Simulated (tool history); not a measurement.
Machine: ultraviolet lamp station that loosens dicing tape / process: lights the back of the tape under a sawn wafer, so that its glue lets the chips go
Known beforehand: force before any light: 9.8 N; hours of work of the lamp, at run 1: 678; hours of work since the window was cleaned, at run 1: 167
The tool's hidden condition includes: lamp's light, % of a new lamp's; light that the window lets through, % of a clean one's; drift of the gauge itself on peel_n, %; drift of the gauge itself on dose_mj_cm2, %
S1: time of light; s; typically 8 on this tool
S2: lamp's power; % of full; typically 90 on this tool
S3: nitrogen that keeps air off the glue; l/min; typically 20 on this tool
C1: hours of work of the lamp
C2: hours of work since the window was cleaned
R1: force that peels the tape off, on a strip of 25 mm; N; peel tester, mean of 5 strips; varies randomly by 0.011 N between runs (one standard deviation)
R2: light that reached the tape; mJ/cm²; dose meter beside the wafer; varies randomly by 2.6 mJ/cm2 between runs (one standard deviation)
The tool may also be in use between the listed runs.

Run 1, day 0.000: usual settings; C1 678; C2 167. Result: R1 0.479 N, R2 333 mJ/cm².
Run 2, day 1.462: usual settings but S1 6 s; C1 692; C2 182. Result: R1 0.909 N, R2 251 mJ/cm².
Run 3, day 3.129: usual settings but S1 6 s; C1 709; C2 198. Result: R1 0.950 N, R2 255 mJ/cm².
Run 4, day 4.900: usual settings; C1 727; C2 216. Result: R1 0.476 N, R2 334 mJ/cm².
Run 5, day 6.383: usual settings; C1 741; C2 231. Result: R1 0.458 N, R2 328 mJ/cm².
Run 6, day 7.308: usual settings; C1 751; C2 240. Result: R1 0.473 N, R2 334 mJ/cm².
Run 7, day 8.704: usual settings but S3 19 l/min; C1 764; C2 254. Result: R1 0.478 N, R2 332 mJ/cm².
Run 8, day 9.517: usual settings but S3 19 l/min; C1 773; C2 262. Result: R1 0.486 N, R2 331 mJ/cm².
Run 9, day 10.792: usual settings; C1 785; C2 275. Result: R1 0.459 N, R2 328 mJ/cm².
Run 10, day 12.296: usual settings but S3 29 l/min; C1 800; C2 290. Result: R1 0.346 N, R2 335 mJ/cm².
Run 11, day 14.167: usual settings but S2 97 % of full; C1 819; C2 308. Result: R1 0.395 N, R2 358 mJ/cm².
Run 12, day 15.650: usual settings but S2 97 % of full; C1 834; C2 323. Result: R1 0.380 N, R2 358 mJ/cm².
Run 13, day 17.017: usual settings but S1 7 s; C1 847; C2 337. Result: R1 0.638 N, R2 291 mJ/cm².
At day 17.729: window cleaned of glue's vapour.
Run 14, day 18.175: usual settings but S1 7 s, S3 10 l/min; C1 859; C2 4. Result: R1 1.070 N, R2 295 mJ/cm².
Run 15, day 19.546: usual settings but S1 7 s, S3 10 l/min; C1 872; C2 18. Result: R1 1.114 N, R2 297 mJ/cm².
Run 16, day 20.558: usual settings but S1 7 s, S3 10 l/min; C1 882; C2 28. Result: R1 1.106 N, R2 294 mJ/cm².
Run 17, day 21.408: usual settings; C1 891; C2 37. Result: R1 0.480 N, R2 335 mJ/cm².
Run 18, day 22.275: usual settings; C1 900; C2 45. Result: R1 0.455 N, R2 333 mJ/cm².
Run 19, day 23.554: usual settings; C1 912; C2 58. Result: R1 0.473 N, R2 337 mJ/cm².
Run 20, day 24.854: usual settings; C1 925; C2 71. Result: R1 0.488 N, R2 332 mJ/cm².
Run 21, day 25.817: usual settings but S1 15 s; C1 935; C2 81. Result: R1 0.146 N, R2 624 mJ/cm².
Run 22, day 27.354: usual settings but S1 15 s; C1 950; C2 96. Result: R1 0.161 N, R2 631 mJ/cm².
Run 23, day 28.583: usual settings but S1 9 s; C1 962; C2 108. Result: R1 0.357 N, R2 376 mJ/cm².
Run 24, day 29.458: usual settings but S1 9 s; C1 971; C2 117. Result: R1 0.345 N, R2 376 mJ/cm².
Run 25, day 31.004: usual settings but S2 67 % of full, S3 28 l/min; C1 987; C2 132. Result: R1 0.741 N, R2 250 mJ/cm².
Run 26, day 32.667: usual settings but S1 9 s, S2 61 % of full, S3 28 l/min; C1 1003; C2 149. Result: R1 0.712 N, R2 255 mJ/cm².
Run 27, day 33.938: usual settings but S1 9 s, S2 61 % of full, S3 39 l/min; C1 1016; C2 162. Result: R1 0.554 N, R2 254 mJ/cm².
Run 28, day 35.304: usual settings but S1 9 s, S2 61 % of full, S3 39 l/min; C1 1029; C2 175. Result: R1 0.574 N, R2 256 mJ/cm².
Run 29, day 36.946: usual settings but S1 9 s, S2 61 % of full, S3 39 l/min; C1 1046; C2 192. Result: R1 0.575 N, R2 257 mJ/cm².
Run 30, day 38.125: usual settings but S1 9 s, S2 63 % of full, S3 7 l/min; C1 1058; C2 203. Result: R1 1.745 N, R2 261 mJ/cm².
Run 31, day 39.421: usual settings but S1 9 s, S2 63 % of full, S3 7 l/min; C1 1070; C2 216. Result: R1 1.684 N, R2 262 mJ/cm².
Run 32, day 40.329: usual settings but S1 14 s, S2 63 % of full, S3 13 l/min; C1 1080; C2 225. Result: R1 0.406 N, R2 404 mJ/cm².
Run 33, day 41.575: usual settings but S1 9 s, S2 61 % of full, S3 32 l/min; C1 1092; C2 238. Result: R1 0.605 N, R2 252 mJ/cm².
Run 34, day 42.442: usual settings but S3 39 l/min; C1 1101; C2 246. Result: R1 0.304 N, R2 331 mJ/cm².
Run 35, day 43.917: usual settings but S3 39 l/min; C1 1115; C2 261. Result: R1 0.301 N, R2 333 mJ/cm².
Run 36, day 44.742: usual settings but S1 9 s, S2 82 % of full, S3 18 l/min; C1 1123; C2 269. Result: R1 0.483 N, R2 338 mJ/cm².
Run 37, day 46.546: usual settings but S1 9 s, S2 82 % of full, S3 18 l/min; C1 1141; C2 287. Result: R1 0.477 N, R2 343 mJ/cm².
Run 38, day 48.225: usual settings but S1 14 s, S3 21 l/min; C1 1158; C2 304. Result: R1 0.145 N, R2 580 mJ/cm².
Run 39, day 50.012: usual settings but S1 6 s, S2 100 % of full, S3 6 l/min; C1 1176; C2 322. Result: R1 1.741 N, R2 274 mJ/cm².
Run 40, day 51.104: usual settings but S1 10 s, S2 67 % of full; C1 1187; C2 333. Result: R1 0.560 N, R2 312 mJ/cm².
At day 52.246: window cleaned of glue's vapour.
Run 41, day 53.050: usual settings but S1 10 s, S2 67 % of full; C1 1206; C2 8. Result: R1 0.547 N, R2 308 mJ/cm².
Run 42, day 54.038: usual settings but S1 10 s, S2 67 % of full; C1 1216; C2 18. Result: R1 0.556 N, R2 313 mJ/cm².
Run 43, day 55.321: usual settings but S1 10 s, S2 67 % of full; C1 1229; C2 31. Result: R1 0.533 N, R2 311 mJ/cm².
At day 56.375: lamp changed.
Run 44, day 56.800: usual settings but S1 10 s, S2 67 % of full; C1 4; C2 45. Result: R1 0.540 N, R2 313 mJ/cm².

Selected run-to-run steps in R1, each split into two signed amounts: the part the tool would show with no hidden state at all (from settings, incoming material and random variation), and the remainder, which goes to the hidden state together with any gauge scatter not common to the measured and the hidden-state-free results:
Run 29 -> 30: S2 61 -> 63, S3 39 -> 7. R1 +1.170 N: hidden state +0.007, all else +1.163.
Run 31 -> 32: S1 9 -> 14, S3 7 -> 13. R1 -1.278 N: hidden state -0.007, all else -1.271.
Run 38 -> 39: S1 14 -> 6, S2 90 -> 100, S3 21 -> 6. R1 +1.596 N: hidden state +0.014, all else +1.582.
Run 39 -> 40: S1 6 -> 10, S2 100 -> 67, S3 6 -> 20. R1 -1.181 N: hidden state -0.008, all else -1.173.
